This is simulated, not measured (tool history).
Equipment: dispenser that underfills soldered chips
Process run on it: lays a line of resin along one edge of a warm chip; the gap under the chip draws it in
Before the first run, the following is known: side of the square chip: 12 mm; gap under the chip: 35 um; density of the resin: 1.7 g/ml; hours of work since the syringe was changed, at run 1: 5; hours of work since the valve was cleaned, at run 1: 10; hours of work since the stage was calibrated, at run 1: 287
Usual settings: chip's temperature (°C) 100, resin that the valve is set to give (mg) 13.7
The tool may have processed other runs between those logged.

run	hour	chip's temperature (°C)	resin that the valve is set to give (mg)	hours of work since the syringe was changed	hours of work since the valve was cleaned	hours of work since the stage was calibrated	time until the resin shows at the far edge (s)	resin that the valve gave (mg)
1	0	100	13.7	5	10	287	124	13.7
# hour 5: new syringe of resin
2	11.8	100	13.7	5	18	295	126.7	13.61
# hour 17.8: new syringe of resin
3	26.9	100	13.7	7	30	307	143.4	13.58
# hour 30.1: new syringe of resin
4	41	99	13.7	8	40	317	166.3	13.55
# hour 42.6: new syringe of resin
5	51.1	99	13.7	7	48	325	146.6	13.49
# hour 54.8: new syringe of resin
# hour 66.5: new syringe of resin
# hour 67.5: dispensing valve cleaned and set on the balance
6	68.8	99	13.7	1	1	337	94.4	13.66
# hour 80: new syringe of resin
7	83.5	100	13.7	3	12	348	105.3	13.63
# hour 91.7: new syringe of resin
8	99.7	88	13.7	6	24	360	212.5	13.56
# hour 103.7: new syringe of resin
9	114.8	100	13.7	8	36	372	161.5	13.57
# hour 116.4: new syringe of resin
# hour 128: new syringe of resin
10	131.5	87	13.7	3	48	384	169.4	13.46
# hour 140.3: new syringe of resin
11	141.2	87	13.7	1	55	391	144.4	13.44
# hour 148.1: dispensing valve cleaned and set on the balance
# hour 153.5: new syringe of resin
12	155.9	87	13.7	2	6	402	160.2	13.68
# hour 165.2: new syringe of resin
13	167.5	87	13.7	2	14	410	157.8	13.63
# hour 177.5: new syringe of resin
14	181.1	100	17.8	3	25	420	104.6	17.69
# hour 189.6: new syringe of resin
15	194.9	100	17.8	4	35	431	117	17.6
# hour 201.5: new syringe of resin
16	210.5	100	17.8	7	47	443	145.3	17.59
# hour 213.2: new syringe of resin
# hour 224.9: new syringe of resin
17	225.1	100	17.8	0	57	453	85.7	17.52
# hour 228.9: dispensing valve cleaned and set on the balance
# hour 237.9: new syringe of resin
18	241.6	100	17.8	3	10	465	108.8	17.72
# hour 249.7: new syringe of resin
19	250.2	100	17.8	0	16	471	87.9	17.66
20	257.8	100	16.9	6	22	477	136.3	16.75
# hour 261.7: new syringe of resin
21	271	108	14.8	7	32	487	111.4	14.64
# hour 273.8: new syringe of resin
22	282.4	88	16.3	7	40	496	219.9	16.07
# hour 285.8: new syringe of resin
23	295.6	88	16.3	8	50	505	235.8	16.04
# hour 298.3: new syringe of resin
24	302.9	88	16.3	4	55	511	175.7	15.99
# hour 309: dispensing valve cleaned and set on the balance
# hour 311.7: new syringe of resin
25	311.9	108	16.3	0	2	517	66.2	16.33
# hour 323.5: new syringe of resin
26	326.7	108	16.3	2	13	528	77.9	16.25
# hour 336.2: new syringe of resin
27	342.5	90	13.7	5	25	540	182.1	13.62
# hour 348.6: new syringe of resin
28	355.6	92	12.1	5	35	549	180.4	11.96
# hour 360.6: new syringe of resin
29	369.2	92	12.1	7	45	560	196.4	11.95
# hour 372.4: new syringe of resin
# hour 374.9: stage's temperature calibrated
# hour 385.2: new syringe of resin
30	386.7	92	12.1	1	57	9	122.3	11.95
# hour 390.3: dispensing valve cleaned and set on the balance
31	396.4	92	12.1	8	5	15	200.9	12.02
# hour 398.1: new syringe of resin
32	405.9	102	11.7	6	12	22	120	11.56
# hour 410.3: new syringe of resin
33	420.5	93	16.6	8	23	33	185.4	16.4
# hour 422.1: new syringe of resin
34	428.4	93	16.6	5	29	39	147	16.31
# hour 434.1: new syringe of resin
35	437.3	93	16.6	2	35	46	124.5	16.27

Here are 3 independent what-if runs from the current tool condition. What would each one return?
# hour 446.1: new syringe of resin
A	446.8	90	13.8	1	42	53	?	?
# hour 446.1: new syringe of resin
B	446.8	86	16.1	1	42	53	?	?
# hour 446.1: new syringe of resin
C	446.8	103	12.4	1	42	53	?	?

run	time until the resin shows at the far edge (s)	resin that the valve gave (mg)
A	124.1	13.53
B	145.6	15.78
C	78.1	12.14
With the hidden condition removed and each run's random variation left untouched, the same runs would have given:
run	time until the resin shows at the far edge (s)	resin that the valve gave (mg)
A	117.7	13.81
B	138.2	16.11
C	74	12.4
